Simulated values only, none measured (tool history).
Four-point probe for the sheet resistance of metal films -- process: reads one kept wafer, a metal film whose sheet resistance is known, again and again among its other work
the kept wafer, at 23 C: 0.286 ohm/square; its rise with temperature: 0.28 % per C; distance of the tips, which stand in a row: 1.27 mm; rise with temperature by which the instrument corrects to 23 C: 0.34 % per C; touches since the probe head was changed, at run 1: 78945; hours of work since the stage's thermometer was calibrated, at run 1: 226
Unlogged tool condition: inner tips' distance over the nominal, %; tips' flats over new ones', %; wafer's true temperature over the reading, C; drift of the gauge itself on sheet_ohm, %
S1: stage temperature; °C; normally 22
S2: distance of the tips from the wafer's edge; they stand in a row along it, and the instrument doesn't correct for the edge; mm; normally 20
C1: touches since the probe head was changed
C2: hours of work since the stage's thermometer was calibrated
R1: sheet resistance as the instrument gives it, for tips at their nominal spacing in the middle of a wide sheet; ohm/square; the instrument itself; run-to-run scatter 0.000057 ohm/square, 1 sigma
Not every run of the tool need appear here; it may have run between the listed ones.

run,hour,S1,S2,C1,C2,R1
1,0,22,20,78945,226,0.284307
2,36.3,24,20,81132,251,0.283909
3,81.3,24,20,83842,281,0.283824
4,114.4,20,20,85841,304,0.284573
5,142.7,20,20,87547,323,0.284623
6,196,20,20,90758,359,0.284484
# hour 199.1: stage's thermometer calibrated
7,248.5,22,28,93888,34,0.28386
8,296,22,28,96754,66,0.283766
9,333.6,22,28,99022,91,0.28372
# hour 359.5: stage's thermometer calibrated, once more
10,382,22,28,101908,15,0.283639
11,415.9,22,28,103950,38,0.283587
12,440.7,19,49,105441,55,0.283952
13,465.6,19,49,106945,72,0.283773
14,495.1,25,4,108721,92,0.297122
15,542.3,35,16,111567,124,0.281806
16,580,19,6,113837,150,0.290476
17,622.9,22,16,116422,179,0.283997
18,651.2,22,5,118130,198,0.292586
19,685.3,20,4,120186,221,0.298151
20,718.5,30,16,122185,244,0.282498
21,769,23,30,125225,278,0.283011
22,815.8,26,21,128046,310,0.282767

For some of the steps in R1 from one run to the next: how much would appear even if the tool had no hidden state, given the settings, what came in and random variation, and how much remains for the hidden state plus any gauge scatter that the measured result and the result without hidden state don't share?
Run 13 -> 14: S1 19 -> 25, S2 49 -> 4. R1 +0.013349 ohm/square: hidden state -0.000154, all else +0.013503.
Run 14 -> 15: S1 25 -> 35, S2 4 -> 16. R1 -0.015316 ohm/square: hidden state +0.000108, all else -0.015424.
Run 19 -> 20: S1 20 -> 30, S2 4 -> 16. R1 -0.015653 ohm/square: hidden state +0.000128, all else -0.015781.

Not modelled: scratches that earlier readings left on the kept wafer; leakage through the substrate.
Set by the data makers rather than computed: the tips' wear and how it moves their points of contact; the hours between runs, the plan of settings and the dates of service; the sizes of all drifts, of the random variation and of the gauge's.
